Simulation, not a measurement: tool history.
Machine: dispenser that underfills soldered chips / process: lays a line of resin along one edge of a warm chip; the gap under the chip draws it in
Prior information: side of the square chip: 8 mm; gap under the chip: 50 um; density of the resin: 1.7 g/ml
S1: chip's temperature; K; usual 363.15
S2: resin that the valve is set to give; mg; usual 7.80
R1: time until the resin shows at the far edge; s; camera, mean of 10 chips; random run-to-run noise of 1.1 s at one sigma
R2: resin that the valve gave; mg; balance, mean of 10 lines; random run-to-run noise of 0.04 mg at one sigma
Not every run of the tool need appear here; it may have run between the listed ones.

run	hour	S1	S2	R1	R2
1	0.0	363.15	7.80	127.8	7.62
# hour 12.8: new syringe of resin
2	15.3	356.15	7.80	178.0	7.59
3	26.6	356.15	7.80	282.8	7.53
# hour 28.5: new syringe of resin
4	41.1	363.15	7.80	197.0	7.54
# hour 43.6: new syringe of resin
5	51.3	363.15	7.80	163.5	7.49
6	58.2	363.15	7.80	221.0	7.40
# hour 59.4: new syringe of resin
7	67.1	363.15	7.80	164.0	7.49
# hour 74.6: new syringe of resin
8	76.6	363.15	7.80	128.2	7.44
9	86.2	353.15	7.80	306.9	7.35
# hour 90.4: new syringe of resin
10	94.7	353.15	9.12	215.4	8.64
11	102.8	363.15	7.80	198.9	7.37
# hour 105.5: new syringe of resin
12	116.9	363.15	7.80	196.1	7.26
# hour 120.1: dispensing valve cleaned and set on the balance
# hour 121.7: new syringe of resin
13	131.4	359.15	6.99	224.7	6.94
# hour 137.0: new syringe of resin
14	147.1	359.15	9.67	211.4	9.53
# hour 152.2: new syringe of resin
15	158.3	375.15	7.20	93.2	7.14
16	166.1	365.15	7.45	198.2	7.35
# hour 167.2: new syringe of resin
17	175.4	352.15	7.10	288.8	6.96
# hour 182.9: new syringe of resin
18	188.1	352.15	7.10	252.0	6.94
19	196.1	357.15	9.35	265.5	9.16
# hour 198.5: new syringe of resin
20	209.5	371.15	8.83	131.8	8.59
# hour 213.8: new syringe of resin
21	221.8	363.15	9.27	165.4	8.94
# hour 230.2: new syringe of resin
22	231.7	374.15	8.75	77.5	8.40
23	240.5	374.15	8.75	111.6	8.35

Branching from run 23: 5 alternative next runs. What would each branch give?
# hour 246.2: new syringe of resin
A	252.2	350.15	8.62	?	?
# hour 246.2: new syringe of resin
B	252.2	374.15	8.64	?	?
# hour 246.2: new syringe of resin
C	252.2	349.15	8.46	?	?
# hour 246.2: new syringe of resin
D	252.2	356.15	7.98	?	?
# hour 246.2: new syringe of resin
E	252.2	374.15	8.64	?	?

run	R1	R2
A	282.1	8.20
B	98.0	8.27
C	300.1	8.05
D	213.4	7.61
E	97.4	8.23
Without the tool's unlogged condition, the same runs would have read:
run	R1	R2
A	185.3	8.60
B	65.8	8.67
C	196.9	8.45
D	140.6	7.98
E	65.2	8.63
